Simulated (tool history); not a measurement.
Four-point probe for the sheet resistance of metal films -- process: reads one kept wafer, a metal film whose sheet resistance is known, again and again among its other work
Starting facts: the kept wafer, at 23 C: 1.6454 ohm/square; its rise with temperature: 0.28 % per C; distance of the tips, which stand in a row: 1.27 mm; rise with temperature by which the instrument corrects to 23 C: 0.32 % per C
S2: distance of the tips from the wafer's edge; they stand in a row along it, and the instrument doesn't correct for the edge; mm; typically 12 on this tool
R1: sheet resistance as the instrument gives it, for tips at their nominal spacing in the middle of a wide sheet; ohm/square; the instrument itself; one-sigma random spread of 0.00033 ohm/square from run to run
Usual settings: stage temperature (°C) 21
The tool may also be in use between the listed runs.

run 1 day=0.000 | stage_temperature_(°C)=21 S2=12 | R1=1.656558
run 2 day=1.783 | stage_temperature_(°C)=21 S2=12 | R1=1.656561
run 3 day=4.138 | stage_temperature_(°C)=21 S2=12 | R1=1.656777
run 4 day=7.325 | stage_temperature_(°C)=21 S2=12 | R1=1.656727
run 5 day=9.896 | stage_temperature_(°C)=21 S2=12 | R1=1.656624
run 6 day=11.650 | stage_temperature_(°C)=21 S2=12 | R1=1.656232
run 7 day=13.858 | stage_temperature_(°C)=21 S2=12 | R1=1.657163
run 8 day=16.517 | stage_temperature_(°C)=21 S2=12 | R1=1.657112
run 9 day=17.904 | stage_temperature_(°C)=21 S2=12 | R1=1.655878
run 10 day=19.500 | stage_temperature_(°C)=21 S2=12 | R1=1.657058
run 11 day=22.433 | stage_temperature_(°C)=21 S2=12 | R1=1.656316
run 12 day=24.671 | stage_temperature_(°C)=21 S2=5 | R1=1.701860
run 13 day=27.488 | stage_temperature_(°C)=21 S2=12 | R1=1.656650
run 14 day=30.625 | stage_temperature_(°C)=21 S2=12 | R1=1.656853
run 15 day=32.588 | stage_temperature_(°C)=21 S2=12 | R1=1.656833
run 16 day=35.396 | stage_temperature_(°C)=21 S2=12 | R1=1.656416
run 17 day=37.408 | stage_temperature_(°C)=25 S2=12 | R1=1.654500
run 18 day=39.817 | stage_temperature_(°C)=30 S2=11 | R1=1.652626
run 19 day=42.558 | stage_temperature_(°C)=20 S2=12 | R1=1.657341
run 20 day=45.700 | stage_temperature_(°C)=21 S2=12 | R1=1.656881
run 21 day=48.700 | stage_temperature_(°C)=20 S2=30 | R1=1.648771
run 22 day=51.767 | stage_temperature_(°C)=19 S2=8 | R1=1.670020
run 23 day=54.038 | stage_temperature_(°C)=34 S2=36 | R1=1.640038
run 24 day=57.062 | stage_temperature_(°C)=34 S2=36 | R1=1.639673
run 25 day=59.967 | stage_temperature_(°C)=34 S2=36 | R1=1.639660
run 26 day=62.875 | stage_temperature_(°C)=32 S2=60 | R1=1.640209
run 27 day=64.721 | stage_temperature_(°C)=32 S2=60 | R1=1.640717
run 28 day=67.188 | stage_temperature_(°C)=32 S2=60 | R1=1.640373
run 29 day=70.242 | stage_temperature_(°C)=26 S2=10 | R1=1.658462
run 30 day=72.525 | stage_temperature_(°C)=28 S2=13 | R1=1.651047
run 31 day=75.625 | stage_temperature_(°C)=23 S2=5 | R1=1.701030
run 32 day=78.354 | stage_temperature_(°C)=30 S2=39 | R1=1.642420
run 33 day=81.292 | stage_temperature_(°C)=23 S2=4 | R1=1.730129

Each row is a separate what-if for the run after 33, all from the same tool condition, not one after another. Results?
run A day=82.638 | stage_temperature_(°C)=31 S2=5 | R1=?
run B day=82.638 | stage_temperature_(°C)=34 S2=29 | R1=?
run C day=82.638 | stage_temperature_(°C)=24 S2=48 | R1=?
run D day=82.638 | stage_temperature_(°C)=29 S2=67 | R1=?

run=A R1=1.695349
run=B R1=1.640411
run=C R1=1.645939
run=D R1=1.642319
Take away the tool's hidden state, keep each run's random variation, and the runs would have read:
run=A R1=1.695259
run=B R1=1.640324
run=C R1=1.645851
run=D R1=1.642232
